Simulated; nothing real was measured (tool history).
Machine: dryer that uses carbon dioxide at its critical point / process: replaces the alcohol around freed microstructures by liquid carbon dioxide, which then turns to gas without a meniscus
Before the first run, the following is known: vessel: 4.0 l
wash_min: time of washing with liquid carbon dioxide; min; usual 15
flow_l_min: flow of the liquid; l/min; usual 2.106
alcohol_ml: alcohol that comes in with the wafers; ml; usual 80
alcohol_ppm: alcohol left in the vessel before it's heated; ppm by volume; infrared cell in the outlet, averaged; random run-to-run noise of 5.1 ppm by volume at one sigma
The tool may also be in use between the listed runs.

Run 1, hour 0.0: usual settings. Result: alcohol_ppm 128 ppm by volume.
Run 2, hour 11.8: usual settings. Result: alcohol_ppm 135 ppm by volume.
Run 3, hour 19.3: usual settings. Result: alcohol_ppm 129 ppm by volume.
Run 4, hour 26.4: usual settings but wash_min 11 min. Result: alcohol_ppm 416 ppm by volume.
Run 5, hour 35.8: usual settings but wash_min 11 min. Result: alcohol_ppm 428 ppm by volume.
Run 6, hour 50.6: usual settings but alcohol_ml 22 ml. Result: alcohol_ppm 72 ppm by volume.
Run 7, hour 60.3: usual settings but alcohol_ml 92 ml. Result: alcohol_ppm 166 ppm by volume.
Run 8, hour 75.4: usual settings but alcohol_ml 92 ml. Result: alcohol_ppm 153 ppm by volume.
Run 9, hour 88.3: usual settings but alcohol_ml 92 ml. Result: alcohol_ppm 159 ppm by volume.
Run 10, hour 100.5: usual settings but alcohol_ml 92 ml. Result: alcohol_ppm 165 ppm by volume.
Run 11, hour 112.9: usual settings but alcohol_ml 92 ml. Result: alcohol_ppm 155 ppm by volume.
Run 12, hour 125.9: usual settings but alcohol_ml 25 ml. Result: alcohol_ppm 86 ppm by volume.
Run 13, hour 136.3: usual settings. Result: alcohol_ppm 163 ppm by volume.
Run 14, hour 150.4: usual settings but flow_l_min 3.370 l/min. Result: alcohol_ppm 63 ppm by volume.
Run 15, hour 158.9: usual settings but flow_l_min 3.370 l/min. Result: alcohol_ppm 51 ppm by volume.
Run 16, hour 171.9: usual settings but flow_l_min 3.370 l/min. Result: alcohol_ppm 66 ppm by volume.
Run 17, hour 181.3: usual settings but flow_l_min 3.370 l/min. Result: alcohol_ppm 62 ppm by volume.
Run 18, hour 188.5: usual settings. Result: alcohol_ppm 186 ppm by volume.
Run 19, hour 203.5: usual settings. Result: alcohol_ppm 187 ppm by volume.
Run 20, hour 217.6: usual settings. Result: alcohol_ppm 188 ppm by volume.
Run 21, hour 224.1: usual settings but wash_min 11 min. Result: alcohol_ppm 516 ppm by volume.
Run 22, hour 232.1: usual settings but wash_min 11 min. Result: alcohol_ppm 525 ppm by volume.
Run 23, hour 247.5: usual settings but wash_min 11 min. Result: alcohol_ppm 549 ppm by volume.
At hour 257.3: inlet filter changed.
Run 24, hour 263.8: usual settings but wash_min 11 min. Result: alcohol_ppm 374 ppm by volume.
Run 25, hour 277.1: usual settings but flow_l_min 2.350 l/min, alcohol_ml 30 ml. Result: alcohol_ppm 93 ppm by volume.
Run 26, hour 286.0: usual settings but flow_l_min 2.350 l/min, alcohol_ml 30 ml. Result: alcohol_ppm 90 ppm by volume.
Run 27, hour 300.9: usual settings but wash_min 23 min, flow_l_min 1.420 l/min, alcohol_ml 100 ml. Result: alcohol_ppm 154 ppm by volume.
Run 28, hour 308.1: usual settings but wash_min 23 min, flow_l_min 1.420 l/min, alcohol_ml 100 ml. Result: alcohol_ppm 164 ppm by volume.
Run 29, hour 319.2: usual settings but wash_min 10 min, alcohol_ml 116 ml. Result: alcohol_ppm 750 ppm by volume.
Run 30, hour 333.4: usual settings but wash_min 10 min, flow_l_min 1.470 l/min, alcohol_ml 22 ml. Result: alcohol_ppm 509 ppm by volume.
Run 31, hour 346.2: usual settings but wash_min 10 min, flow_l_min 1.470 l/min, alcohol_ml 22 ml. Result: alcohol_ppm 533 ppm by volume.
Run 32, hour 352.6: usual settings but wash_min 10 min, flow_l_min 1.470 l/min, alcohol_ml 32 ml. Result: alcohol_ppm 704 ppm by volume.
Run 33, hour 364.2: usual settings but alcohol_ml 71 ml. Result: alcohol_ppm 148 ppm by volume.
Run 34, hour 373.4: usual settings but wash_min 12 min, flow_l_min 2.820 l/min, alcohol_ml 82 ml. Result: alcohol_ppm 129 ppm by volume.
Run 35, hour 382.7: usual settings but wash_min 12 min, flow_l_min 1.590 l/min, alcohol_ml 29 ml. Result: alcohol_ppm 355 ppm by volume.

Run 36, settings as shown, results not yet in. Your forecast:
Run 36, hour 396.5: usual settings but wash_min 20 min, flow_l_min 3.100 l/min, alcohol_ml 55 ml. Result: alcohol_ppm ?.

Run 36 gave alcohol_ppm 87 ppm by volume.
With no hidden state in the tool, this same run would have given alcohol_ppm 3 ppm by volume.
